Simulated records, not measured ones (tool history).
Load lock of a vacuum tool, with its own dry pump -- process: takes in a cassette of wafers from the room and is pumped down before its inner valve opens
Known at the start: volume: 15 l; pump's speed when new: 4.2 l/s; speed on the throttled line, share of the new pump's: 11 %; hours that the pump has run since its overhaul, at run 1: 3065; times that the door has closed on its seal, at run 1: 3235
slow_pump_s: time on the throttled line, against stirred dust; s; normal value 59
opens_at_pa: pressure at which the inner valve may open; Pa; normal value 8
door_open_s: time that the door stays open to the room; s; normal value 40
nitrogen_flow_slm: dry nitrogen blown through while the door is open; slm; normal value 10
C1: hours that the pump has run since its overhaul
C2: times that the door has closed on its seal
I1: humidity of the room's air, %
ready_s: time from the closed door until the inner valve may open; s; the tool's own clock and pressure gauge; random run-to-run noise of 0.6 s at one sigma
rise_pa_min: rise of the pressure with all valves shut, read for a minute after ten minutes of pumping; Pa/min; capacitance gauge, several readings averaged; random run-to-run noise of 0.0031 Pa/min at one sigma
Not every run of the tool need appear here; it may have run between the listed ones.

{"run": 1, "day": 0.0, "slow_pump_s": 59, "opens_at_pa": 8, "door_open_s": 40, "nitrogen_flow_slm": 10, "C1": 3065, "C2": 3235, "I1": 43.5, "ready_s": 87.4, "rise_pa_min": 0.068}
{"run": 2, "day": 6.596, "slow_pump_s": 59, "opens_at_pa": 8, "door_open_s": 40, "nitrogen_flow_slm": 10, "C1": 3223, "C2": 3402, "I1": 43.7, "ready_s": 86.5, "rise_pa_min": 0.07}
{"run": 3, "day": 13.242, "slow_pump_s": 59, "opens_at_pa": 8, "door_open_s": 40, "nitrogen_flow_slm": 10, "C1": 3382, "C2": 3570, "I1": 46.5, "ready_s": 87.2, "rise_pa_min": 0.077}
{"run": 4, "day": 21.088, "slow_pump_s": 59, "opens_at_pa": 8, "door_open_s": 40, "nitrogen_flow_slm": 10, "C1": 3571, "C2": 3769, "I1": 43.3, "ready_s": 88.7, "rise_pa_min": 0.067}
{"run": 5, "day": 26.342, "slow_pump_s": 89, "opens_at_pa": 8, "door_open_s": 40, "nitrogen_flow_slm": 10, "C1": 3697, "C2": 3902, "I1": 42.5, "ready_s": 114.6, "rise_pa_min": 0.067}
{"run": 6, "day": 32.079, "slow_pump_s": 89, "opens_at_pa": 8, "door_open_s": 40, "nitrogen_flow_slm": 10, "C1": 3835, "C2": 4047, "I1": 47.7, "ready_s": 114.7, "rise_pa_min": 0.076}
{"run": 7, "day": 36.625, "slow_pump_s": 59, "opens_at_pa": 12, "door_open_s": 40, "nitrogen_flow_slm": 10, "C1": 3944, "C2": 4163, "I1": 43.6, "ready_s": 86.5, "rise_pa_min": 0.073}
{"run": 8, "day": 43.375, "slow_pump_s": 59, "opens_at_pa": 16, "door_open_s": 40, "nitrogen_flow_slm": 36, "C1": 4106, "C2": 4334, "I1": 43.9, "ready_s": 86.4, "rise_pa_min": 0.042}
{"run": 9, "day": 51.146, "slow_pump_s": 59, "opens_at_pa": 12, "door_open_s": 172, "nitrogen_flow_slm": 13, "C1": 4292, "C2": 4530, "I1": 46.0, "ready_s": 85.8, "rise_pa_min": 0.133}
{"run": 10, "day": 60.512, "slow_pump_s": 72, "opens_at_pa": 9, "door_open_s": 37, "nitrogen_flow_slm": 31, "C1": 4517, "C2": 4768, "I1": 42.7, "ready_s": 99.6, "rise_pa_min": 0.044}
{"run": 11, "day": 67.721, "slow_pump_s": 72, "opens_at_pa": 9, "door_open_s": 37, "nitrogen_flow_slm": 31, "C1": 4690, "C2": 4950, "I1": 46.4, "ready_s": 99.7, "rise_pa_min": 0.047}
{"run": 12, "day": 73.971, "slow_pump_s": 81, "opens_at_pa": 14, "door_open_s": 96, "nitrogen_flow_slm": 5, "C1": 4840, "C2": 5109, "I1": 47.0, "ready_s": 105.3, "rise_pa_min": 0.136}
{"run": 13, "day": 81.504, "slow_pump_s": 42, "opens_at_pa": 9, "door_open_s": 55, "nitrogen_flow_slm": 10, "C1": 5021, "C2": 5299, "I1": 46.4, "ready_s": 72.2, "rise_pa_min": 0.087}

5 ways to go on from here, each from the tool as it stands after run 13. What would each give?
{"run": "A", "day": 89.125, "slow_pump_s": 59, "opens_at_pa": 8, "door_open_s": 226, "nitrogen_flow_slm": 8, "C1": 5204, "C2": 5492, "I1": 45.9, "ready_s": "?", "rise_pa_min": "?"}
{"run": "B", "day": 89.125, "slow_pump_s": 55, "opens_at_pa": 9, "door_open_s": 55, "nitrogen_flow_slm": 10, "C1": 5204, "C2": 5492, "I1": 42.1, "ready_s": "?", "rise_pa_min": "?"}
{"run": "C", "day": 89.125, "slow_pump_s": 98, "opens_at_pa": 9, "door_open_s": 55, "nitrogen_flow_slm": 10, "C1": 5204, "C2": 5492, "I1": 42.4, "ready_s": "?", "rise_pa_min": "?"}
{"run": "D", "day": 89.125, "slow_pump_s": 42, "opens_at_pa": 9, "door_open_s": 55, "nitrogen_flow_slm": 14, "C1": 5204, "C2": 5492, "I1": 47.0, "ready_s": "?", "rise_pa_min": "?"}
{"run": "E", "day": 89.125, "slow_pump_s": 42, "opens_at_pa": 9, "door_open_s": 55, "nitrogen_flow_slm": 16, "C1": 5204, "C2": 5492, "I1": 43.4, "ready_s": "?", "rise_pa_min": "?"}

run=A ready_s=88.2 rise_pa_min=0.189
run=B ready_s=84.3 rise_pa_min=0.083
run=C ready_s=123.2 rise_pa_min=0.081
run=D ready_s=73.4 rise_pa_min=0.079
run=E ready_s=72.8 rise_pa_min=0.070
Take away the tool's hidden state, keep each run's random variation, and the runs would have read:
run=A ready_s=86.0 rise_pa_min=0.180
run=B ready_s=82.0 rise_pa_min=0.075
run=C ready_s=121.4 rise_pa_min=0.072
run=D ready_s=71.0 rise_pa_min=0.071
run=E ready_s=70.5 rise_pa_min=0.061

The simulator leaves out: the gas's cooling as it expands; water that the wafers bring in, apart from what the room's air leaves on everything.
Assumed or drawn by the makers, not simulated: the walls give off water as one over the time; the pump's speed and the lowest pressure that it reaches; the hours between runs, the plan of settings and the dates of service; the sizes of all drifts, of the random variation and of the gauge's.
